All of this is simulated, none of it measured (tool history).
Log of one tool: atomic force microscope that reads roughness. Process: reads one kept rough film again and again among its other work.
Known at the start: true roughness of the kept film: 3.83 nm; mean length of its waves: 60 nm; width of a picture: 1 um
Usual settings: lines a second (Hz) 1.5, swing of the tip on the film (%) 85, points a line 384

| run | hour | lines a second (Hz) | swing of the tip on the film (%) | points a line | roughness of the kept film (nm (root mean square)) |
|---|---|---|---|---|---|
| 1 | 0 | 1.5 | 85 | 384 | 3.356 |
| 2 | 68.7 | 1.5 | 85 | 384 | 3.381 |
| 3 | 144.1 | 1.5 | 85 | 571 | 3.352 |
| 4 | 198.6 | 1.5 | 85 | 571 | 3.371 |
| 5 | 275.3 | 1.5 | 85 | 571 | 3.38 |
| 6 | 330.8 | 1.5 | 85 | 571 | 3.368 |
| 7 | 405.6 | 1.5 | 85 | 571 | 3.386 |
| 8 | 438.3 | 1.5 | 85 | 571 | 3.36 |
| 9 | 473.1 | 1.5 | 85 | 384 | 3.411 |
| 10 | 509.8 | 1.5 | 60 | 384 | 3.604 |
| 11 | 548 | 1.5 | 60 | 384 | 3.573 |
| 12 | 606.2 | 1.5 | 60 | 384 | 3.581 |
| 13 | 658.3 | 1.5 | 60 | 384 | 3.569 |
| 14 | 718 | 1.5 | 60 | 384 | 3.593 |
| 15 | 762.3 | 1.5 | 87 | 384 | 3.331 |
| 16 | 819.5 | 1.5 | 87 | 384 | 3.351 |
| 17 | 879 | 1.5 | 85 | 384 | 3.387 |
| 18 | 920.8 | 1.5 | 73 | 384 | 3.5 |
| 19 | 953.2 | 3.1 | 73 | 384 | 3.34 |
| 20 | 1002.1 | 3.1 | 73 | 384 | 3.334 |
| 21 | 1057.9 | 2.54 | 72 | 384 | 3.379 |
| 22 | 1112.8 | 2.54 | 72 | 384 | 3.402 |
| 23 | 1162.8 | 1.5 | 85 | 482 | 3.358 |
| 24 | 1203 | 1.5 | 85 | 482 | 3.385 |
| 25 | 1253.2 | 1.5 | 85 | 482 | 3.409 |
| 26 | 1288.9 | 1.5 | 78 | 484 | 3.438 |
| 27 | 1326.1 | 1.5 | 88 | 364 | 3.346 |
| 28 | 1384.7 | 0.92 | 60 | 439 | 3.609 |
| 29 | 1451.6 | 1.58 | 80 | 675 | 3.422 |
| 30 | 1494.6 | 1.71 | 85 | 384 | 3.328 |
| 31 | 1557.1 | 1.71 | 85 | 384 | 3.341 |
| 32 | 1601.5 | 2.19 | 67 | 528 | 3.528 |
| 33 | 1671.7 | 1.74 | 81 | 866 | 3.384 |
| 34 | 1736.8 | 1.74 | 81 | 866 | 3.42 |
| 35 | 1797.6 | 0.65 | 80 | 384 | 3.546 |
| 36 | 1871.3 | 0.62 | 78 | 635 | 3.586 |
| 37 | 1910.4 | 1.02 | 74 | 365 | 3.559 |

Not shown: 19 entries that the log had between the listed runs. Between which runs, and how does the tool's hidden state differ before and after?
Between runs 1 and 2: new tip fitted (hour 52.9)
  radius of the tip, nm: 10.5 -> 10.2; height scale over the true one, %: 0 -> 0.01
Between runs 3 and 4: new tip fitted (hour 158)
  radius of the tip, nm: 10.9 -> 10.4
Between runs 4 and 5: new tip fitted (hour 262.4)
  radius of the tip, nm: 10.4 -> 10.1
Between runs 6 and 7: new tip fitted (hour 365)
  radius of the tip, nm: 10.7 -> 10.4
Between runs 8 and 9: new tip fitted (hour 466.5)
  radius of the tip, nm: 10.7 -> 10.1
Between runs 11 and 12: new tip fitted (hour 569.8)
  radius of the tip, nm: 10.8 -> 10.3
Between runs 13 and 14: new tip fitted (hour 672.6)
  radius of the tip, nm: 10.8 -> 10.4
Between runs 15 and 16: new tip fitted (hour 776.4)
  radius of the tip, nm: 10.9 -> 10.5
Between runs 16 and 17: new tip fitted (hour 879)
  radius of the tip, nm: 10.5 -> 10
Between runs 19 and 20: new tip fitted (hour 982.7)
  radius of the tip, nm: 10.8 -> 10.2
Between runs 21 and 22: new tip fitted (hour 1086.2)
  radius of the tip, nm: 10.7 -> 10.3
Between runs 23 and 24: new tip fitted (hour 1192.3)
  radius of the tip, nm: 10.8 -> 10.1
Between runs 26 and 27: new tip fitted (hour 1295.7)
  radius of the tip, nm: 10.9 -> 10.3
Between runs 28 and 29: new tip fitted (hour 1397.4)
  radius of the tip, nm: 10.9 -> 10.5
Between runs 30 and 31: new tip fitted (hour 1498.5)
  radius of the tip, nm: 10.9 -> 10.5
Between runs 31 and 32: new tip fitted (hour 1601.5)
  radius of the tip, nm: 10.5 -> 10
Between runs 33 and 34: new tip fitted (hour 1703.4)
  radius of the tip, nm: 10.7 -> 10.3
Between runs 35 and 36: new tip fitted (hour 1808.8)
  radius of the tip, nm: 10.9 -> 10.6
Between runs 36 and 37: new tip fitted (hour 1910.4)
  radius of the tip, nm: 10.6 -> 10
